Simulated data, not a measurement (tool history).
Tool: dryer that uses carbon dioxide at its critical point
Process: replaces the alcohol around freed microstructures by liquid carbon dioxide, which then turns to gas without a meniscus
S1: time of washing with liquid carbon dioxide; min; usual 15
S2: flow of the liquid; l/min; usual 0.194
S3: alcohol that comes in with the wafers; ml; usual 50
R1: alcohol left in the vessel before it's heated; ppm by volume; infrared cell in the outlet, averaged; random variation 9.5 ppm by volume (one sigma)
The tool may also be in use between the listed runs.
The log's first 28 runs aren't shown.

{"run": 29, "hour": 1272.5, "S1": 17, "S2": 0.287, "S3": 50, "R1": 216}
{"run": 30, "hour": 1308.0, "S1": 17, "S2": 0.287, "S3": 50, "R1": 219}
{"run": 31, "hour": 1359.0, "S1": 15, "S2": 0.194, "S3": 90, "R1": 1631}
{"run": 32, "hour": 1411.6, "S1": 13, "S2": 0.299, "S3": 69, "R1": 394}
{"run": 33, "hour": 1437.7, "S1": 12, "S2": 0.202, "S3": 25, "R1": 1119}
{"run": 34, "hour": 1470.7, "S1": 14, "S2": 0.132, "S3": 74, "R1": 7734}
{"run": 35, "hour": 1509.1, "S1": 19, "S2": 0.14, "S3": 70, "R1": 2170}
{"run": 36, "hour": 1549.9, "S1": 11, "S2": 0.183, "S3": 66, "R1": 5456}
{"run": 37, "hour": 1584.0, "S1": 14, "S2": 0.183, "S3": 35, "R1": 1380}
{"run": 38, "hour": 1631.5, "S1": 15, "S2": 0.194, "S3": 50, "R1": 1159}
{"run": 39, "hour": 1667.5, "S1": 20, "S2": 0.194, "S3": 50, "R1": 421}
{"run": 40, "hour": 1712.4, "S1": 9, "S2": 0.135, "S3": 20, "R1": 6217}

Run 41 comes next. What will it give?
{"run": 41, "hour": 1765.8, "S1": 11, "S2": 0.176, "S3": 20, "R1": "?"}

{"run 41": {"R1": 2196}}
Without the tool's hidden state the same run would have given R1 1260 ppm by volume.
